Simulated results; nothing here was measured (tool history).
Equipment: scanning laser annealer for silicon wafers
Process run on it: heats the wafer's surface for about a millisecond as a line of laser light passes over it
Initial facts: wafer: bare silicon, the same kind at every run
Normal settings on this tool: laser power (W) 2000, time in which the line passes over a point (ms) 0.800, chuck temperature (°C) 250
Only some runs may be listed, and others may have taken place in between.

| run | hour | laser power (W) | time in which the line passes over a point (ms) | chuck temperature (°C) | highest temperature of the surface (°C) |
|---|---|---|---|---|---|
| 1 | 0.0 | 2000 | 0.800 | 250 | 1007 |
| 2 | 42.9 | 1759 | 0.800 | 250 | 903 |
| 3 | 97.2 | 2000 | 0.703 | 250 | 956 |
| 4 | 155.9 | 2000 | 0.800 | 250 | 1006 |
| 5 | 201.6 | 2000 | 0.800 | 250 | 1003 |
| 6 | 255.6 | 2000 | 0.800 | 250 | 997 |
|  | 309.5 | optics aligned, line set to its width |
| 7 | 316.0 | 2000 | 0.800 | 250 | 1008 |
| 8 | 366.8 | 2000 | 0.800 | 250 | 1008 |
| 9 | 408.2 | 2000 | 0.800 | 250 | 1007 |
| 10 | 486.2 | 2000 | 0.800 | 283 | 1041 |
| 11 | 520.5 | 2000 | 0.800 | 250 | 1005 |
| 12 | 583.8 | 2000 | 0.800 | 250 | 1006 |
| 13 | 651.8 | 2000 | 0.800 | 250 | 1003 |
|  | 668.9 | window over the wafer cleaned |
| 14 | 735.5 | 2000 | 0.800 | 250 | 1031 |
| 15 | 813.3 | 2000 | 0.800 | 250 | 1030 |
| 16 | 859.2 | 2000 | 0.800 | 250 | 1030 |
| 17 | 943.6 | 2000 | 0.800 | 250 | 1027 |
| 18 | 991.2 | 2000 | 0.584 | 250 | 905 |
| 19 | 1068.9 | 2000 | 0.740 | 250 | 989 |
| 20 | 1122.6 | 2000 | 0.800 | 251 | 1021 |
| 21 | 1186.7 | 2109 | 0.852 | 250 | 1095 |
| 22 | 1221.8 | 2000 | 0.777 | 241 | 996 |
| 23 | 1257.7 | 2000 | 0.800 | 288 | 1055 |
| 24 | 1311.6 | 1776 | 0.800 | 260 | 926 |

For run 25, what comes out?
| 25 | 1346.7 | 1776 | 0.800 | 260 | ? |

{"run 25": {"highest temperature of the surface (°C)": 929}}
With no hidden state in the tool, this same run would have given highest temperature of the surface (°C) 945.

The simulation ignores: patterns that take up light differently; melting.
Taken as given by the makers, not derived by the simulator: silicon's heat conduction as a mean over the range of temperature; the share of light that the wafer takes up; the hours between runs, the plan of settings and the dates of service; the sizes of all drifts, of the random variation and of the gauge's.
